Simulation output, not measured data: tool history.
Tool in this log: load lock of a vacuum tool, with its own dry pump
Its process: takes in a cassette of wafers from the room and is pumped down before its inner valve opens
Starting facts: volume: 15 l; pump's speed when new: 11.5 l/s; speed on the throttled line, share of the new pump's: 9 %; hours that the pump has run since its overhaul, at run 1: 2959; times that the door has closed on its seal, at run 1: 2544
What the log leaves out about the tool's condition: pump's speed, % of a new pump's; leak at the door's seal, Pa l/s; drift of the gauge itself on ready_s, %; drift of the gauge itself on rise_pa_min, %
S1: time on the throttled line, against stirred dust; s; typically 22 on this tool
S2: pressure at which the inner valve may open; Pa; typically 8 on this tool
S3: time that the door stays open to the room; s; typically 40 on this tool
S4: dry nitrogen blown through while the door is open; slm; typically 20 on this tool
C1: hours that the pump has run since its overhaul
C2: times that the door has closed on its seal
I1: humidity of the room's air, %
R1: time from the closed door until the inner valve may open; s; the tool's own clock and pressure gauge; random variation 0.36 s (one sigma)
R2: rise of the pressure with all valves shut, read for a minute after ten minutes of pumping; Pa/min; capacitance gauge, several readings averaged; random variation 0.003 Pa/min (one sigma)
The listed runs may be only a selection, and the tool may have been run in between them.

run 1 hour=0 | S1=22 S2=8 S3=40 S4=20 | C1=2959 C2=2544 | I1=46.3 | R1=32.7 R2=0.023
run 2 hour=474 | S1=22 S2=8 S3=40 S4=20 | C1=3433 C2=3276 | I1=46.7 | R1=32.8 R2=0.028
run 3 hour=803.6 | S1=22 S2=8 S3=40 S4=20 | C1=3763 C2=3785 | I1=42.1 | R1=32.7 R2=0.026
run 4 hour=1331.5 | S1=22 S2=8 S3=40 S4=20 | C1=4291 C2=4601 | I1=44.2 | R1=33.3 R2=0.027
run 5 hour=1593.6 | S1=22 S2=8 S3=40 S4=20 | C1=4553 C2=5005 | I1=43.6 | R1=33.1 R2=0.031
run 6 hour=1843.4 | S1=22 S2=8 S3=40 S4=20 | C1=4803 C2=5391 | I1=45.6 | R1=33.2 R2=0.031
run 7 hour=2221.3 | S1=30 S2=8 S3=40 S4=20 | C1=5180 C2=5975 | I1=41.5 | R1=39.7 R2=0.036
run 8 hour=2784.2 | S1=22 S2=8 S3=40 S4=20 | C1=5743 C2=6844 | I1=43.6 | R1=33.2 R2=0.037
run 9 hour=3383.9 | S1=22 S2=8 S3=40 S4=20 | C1=6343 C2=7770 | I1=47 | R1=33.2 R2=0.035
run 10 hour=3818.9 | S1=22 S2=8 S3=40 S4=20 | C1=6778 C2=8442 | I1=48.8 | R1=33.3 R2=0.036
run 11 hour=4192.2 | S1=22 S2=8 S3=40 S4=20 | C1=7151 C2=9018 | I1=46.6 | R1=33.8 R2=0.043
run 12 hour=4744.4 | S1=22 S2=8 S3=40 S4=20 | C1=7704 C2=9871 | I1=46.8 | R1=33.6 R2=0.049
run 13 hour=5108.6 | S1=22 S2=8 S3=40 S4=20 | C1=8068 C2=10434 | I1=43.3 | R1=34.3 R2=0.043
run 14 hour=5636.2 | S1=22 S2=8 S3=40 S4=20 | C1=8595 C2=11248 | I1=41.5 | R1=33.6 R2=0.048
run 15 hour=6155.8 | S1=22 S2=8 S3=40 S4=20 | C1=9115 C2=12051 | I1=43.2 | R1=33.8 R2=0.055
run 16 hour=6408.4 | S1=22 S2=8 S3=193 S4=20 | C1=9367 C2=12441 | I1=44.7 | R1=34.1 R2=0.075
run 17 hour=6983.8 | S1=17 S2=8 S3=40 S4=20 | C1=9943 C2=13330 | I1=47.7 | R1=29.1 R2=0.056
run 18 hour=7418.1 | S1=17 S2=8 S3=40 S4=20 | C1=10377 C2=14000 | I1=46.1 | R1=30.2 R2=0.065
run 19 hour=7666.9 | S1=17 S2=8 S3=122 S4=4 | C1=10626 C2=14385 | I1=45.5 | R1=29.8 R2=0.101
run 20 hour=8098.2 | S1=11 S2=10 S3=91 S4=5 | C1=11057 C2=15051 | I1=41.1 | R1=24.3 R2=0.088
run 21 hour=8490.8 | S1=42 S2=14 S3=54 S4=26 | C1=11450 C2=15657 | I1=48.2 | R1=51.2 R2=0.071
run 22 hour=8794.7 | S1=22 S2=16 S3=40 S4=20 | C1=11754 C2=16126 | I1=44.9 | R1=33.2 R2=0.077
run 23 hour=9387.2 | S1=22 S2=16 S3=40 S4=20 | C1=12346 C2=17041 | I1=46.2 | R1=33.8 R2=0.075
run 24 hour=9703 | S1=13 S2=12 S3=80 S4=20 | C1=12662 C2=17529 | I1=40.7 | R1=26.4 R2=0.082
run 25 hour=10022.4 | S1=22 S2=8 S3=40 S4=29 | C1=12981 C2=18022 | I1=39.7 | R1=34.1 R2=0.078
run 26 hour=10273.8 | S1=24 S2=10 S3=224 S4=9 | C1=13233 C2=18410 | I1=47.1 | R1=36 R2=0.121
run 27 hour=10845.1 | S1=36 S2=12 S3=114 S4=23 | C1=13804 C2=19293 | I1=44.6 | R1=47.5 R2=0.092
run 28 hour=11196.6 | S1=36 S2=12 S3=114 S4=23 | C1=14156 C2=19835 | I1=43.4 | R1=46.2 R2=0.096
run 29 hour=11686.2 | S1=40 S2=12 S3=114 S4=20 | C1=14645 C2=20591 | I1=45.2 | R1=50.3 R2=0.102
run 30 hour=12165.6 | S1=40 S2=12 S3=114 S4=20 | C1=15125 C2=21332 | I1=43.2 | R1=50.1 R2=0.103
run 31 hour=12414 | S1=40 S2=12 S3=57 S4=9 | C1=15373 C2=21716 | I1=46 | R1=50.2 R2=0.107
run 32 hour=12889.4 | S1=13 S2=14 S3=40 S4=6 | C1=15849 C2=22450 | I1=40.9 | R1=26.3 R2=0.111
run 33 hour=13268.8 | S1=13 S2=8 S3=40 S4=24 | C1=16228 C2=23035 | I1=45.8 | R1=27.4 R2=0.103
-- hour=13573 dry pump taken out, an overhauled one fitted
run 34 hour=13695.5 | S1=26 S2=8 S3=39 S4=6 | C1=122 C2=23685 | I1=44.2 | R1=36.9 R2=0.118
run 35 hour=14128.1 | S1=26 S2=8 S3=39 S4=6 | C1=555 C2=24353 | I1=45.2 | R1=36 R2=0.122
run 36 hour=14466.1 | S1=22 S2=14 S3=40 S4=20 | C1=893 C2=24875 | I1=45.7 | R1=31.8 R2=0.118

Take each entry between the runs: how does the hidden state at the last listed run before it differ from the hidden state at the first listed run after it?
From run 33 to run 34: dry pump taken out, an overhauled one fitted (hour 13573)
  pump's speed, % of a new pump's: 77.1 -> 99.5; leak at the door's seal, Pa l/s: 0.0231 -> 0.0241
  what was measured, less what the result would be without the hidden state, R1: +3.4 -> +0.1 s; R2: +0.085 -> +0.088 Pa/min
